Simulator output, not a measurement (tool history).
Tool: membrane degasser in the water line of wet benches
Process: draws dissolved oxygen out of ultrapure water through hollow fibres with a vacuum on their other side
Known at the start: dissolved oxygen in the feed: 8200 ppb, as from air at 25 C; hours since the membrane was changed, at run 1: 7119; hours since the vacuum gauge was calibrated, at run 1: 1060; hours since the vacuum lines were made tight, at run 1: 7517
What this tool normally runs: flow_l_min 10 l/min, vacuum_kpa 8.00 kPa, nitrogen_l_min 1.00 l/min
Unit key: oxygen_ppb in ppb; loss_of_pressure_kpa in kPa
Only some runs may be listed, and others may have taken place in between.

| run | day | flow_l_min | vacuum_kpa | nitrogen_l_min | hours since the membrane was changed | hours since the vacuum gauge was calibrated | hours since the vacuum lines were made tight | oxygen_ppb | loss_of_pressure_kpa |
|---|---|---|---|---|---|---|---|---|---|
| 1 | 0.000 | 10 | 8.00 | 1.00 | 7119 | 1060 | 7517 | 120.4 | 69.75 |
| 2 | 7.379 | 10 | 8.00 | 1.00 | 7296 | 1237 | 7694 | 121.1 | 69.96 |
| 3 | 18.000 | 10 | 8.00 | 1.00 | 7551 | 1491 | 7949 | 122.1 | 69.83 |
| 4 | 30.046 | 10 | 8.00 | 1.00 | 7840 | 1781 | 8238 | 121.9 | 70.04 |
| 5 | 40.446 | 10 | 8.00 | 2.55 | 8089 | 2030 | 8488 | 54.1 | 70.11 |
| 6 | 47.433 | 10 | 8.00 | 2.55 | 8257 | 2198 | 8655 | 54.4 | 70.46 |
| 7 | 56.842 | 10 | 7.37 | 2.55 | 8483 | 2424 | 8881 | 48.4 | 70.21 |
| 8 | 68.204 | 10 | 8.00 | 1.87 | 8755 | 2696 | 9154 | 71.8 | 70.81 |
| 9 | 77.025 | 10 | 8.00 | 1.02 | 8967 | 2908 | 9365 | 118.3 | 70.61 |
| 10 | 85.679 | 10 | 8.00 | 1.02 | 9175 | 3116 | 9573 | 119.8 | 70.58 |
| 11 | 92.725 | 10 | 8.00 | 1.02 | 9344 | 3285 | 9742 | 117.6 | 70.96 |
| 12 | 104.117 | 10 | 8.00 | 1.02 | 9617 | 3558 | 10016 | 121.0 | 71.15 |
|  | 111.908 | gauge calibrated |
| 13 | 112.167 | 10 | 11.66 | 1.02 | 9811 | 3751 | 10209 | 201.7 | 69.73 |
| 14 | 124.058 | 10 | 6.58 | 1.00 | 10096 | 4037 | 10494 | 87.8 | 70.19 |
| 15 | 132.133 | 11 | 8.00 | 1.00 | 10290 | 4231 | 10688 | 135.7 | 77.46 |
| 16 | 144.158 | 10 | 8.00 | 1.00 | 10578 | 4519 | 10977 | 120.5 | 70.07 |
| 17 | 155.408 | 15 | 4.93 | 1.00 | 10848 | 4789 | 11247 | 81.1 | 105.98 |
|  | 156.400 | seals of the vacuum lines changed |
| 18 | 164.175 | 7 | 19.57 | 0.76 | 11057 | 4998 | 187 | 351.5 | 48.79 |
| 19 | 176.400 | 7 | 19.57 | 0.76 | 11350 | 5291 | 480 | 349.9 | 49.34 |
| 20 | 188.612 | 8 | 19.57 | 0.76 | 11643 | 5584 | 773 | 405.1 | 55.96 |
|  | 193.000 | vacuum gauge calibrated |
| 21 | 197.375 | 8 | 19.57 | 0.76 | 11853 | 105 | 983 | 398.0 | 56.81 |
| 22 | 209.121 | 15 | 10.16 | 1.23 | 12135 | 387 | 1265 | 216.0 | 106.60 |
| 23 | 216.417 | 15 | 10.16 | 0.48 | 12310 | 562 | 1440 | 457.0 | 106.70 |
| 24 | 226.200 | 15 | 10.16 | 0.48 | 12545 | 797 | 1675 | 450.2 | 107.29 |
| 25 | 234.717 | 7 | 17.19 | 1.28 | 12749 | 1001 | 1879 | 187.2 | 50.05 |
| 26 | 241.033 | 9 | 8.00 | 1.72 | 12901 | 1153 | 2031 | 68.0 | 63.97 |
| 27 | 252.054 | 9 | 8.00 | 1.72 | 13165 | 1417 | 2295 | 67.7 | 64.23 |
| 28 | 258.058 | 12 | 8.00 | 1.72 | 13309 | 1561 | 2439 | 93.8 | 85.46 |
| 29 | 267.258 | 8 | 16.78 | 0.79 | 13530 | 1782 | 2660 | 318.3 | 57.15 |
| 30 | 273.925 | 8 | 16.78 | 0.79 | 13690 | 1942 | 2820 | 319.5 | 57.45 |
| 31 | 281.829 | 10 | 6.43 | 1.00 | 13880 | 2132 | 3010 | 84.6 | 72.06 |

Consider 4 possible next runs. They are alternatives, not a sequence: every one starts from the tool as it was left by run 31. What does each give?
| A | 289.342 | 10 | 8.00 | 0.52 | 14060 | 2312 | 3190 | ? | ? |
| B | 289.342 | 13 | 8.20 | 0.60 | 14060 | 2312 | 3190 | ? | ? |
| C | 289.342 | 10 | 6.43 | 0.77 | 14060 | 2312 | 3190 | ? | ? |
| D | 289.342 | 10 | 8.00 | 2.92 | 14060 | 2312 | 3190 | ? | ? |

| run | oxygen_ppb | loss_of_pressure_kpa |
|---|---|---|
| A | 210.3 | 71.91 |
| B | 250.8 | 93.87 |
| C | 106.4 | 71.91 |
| D | 50.0 | 72.13 |
Had the tool no hidden state, the same runs would have come out as:
| run | oxygen_ppb | loss_of_pressure_kpa |
|---|---|---|
| A | 210.1 | 69.71 |
| B | 250.7 | 90.99 |
| C | 106.3 | 69.71 |
| D | 49.9 | 69.92 |

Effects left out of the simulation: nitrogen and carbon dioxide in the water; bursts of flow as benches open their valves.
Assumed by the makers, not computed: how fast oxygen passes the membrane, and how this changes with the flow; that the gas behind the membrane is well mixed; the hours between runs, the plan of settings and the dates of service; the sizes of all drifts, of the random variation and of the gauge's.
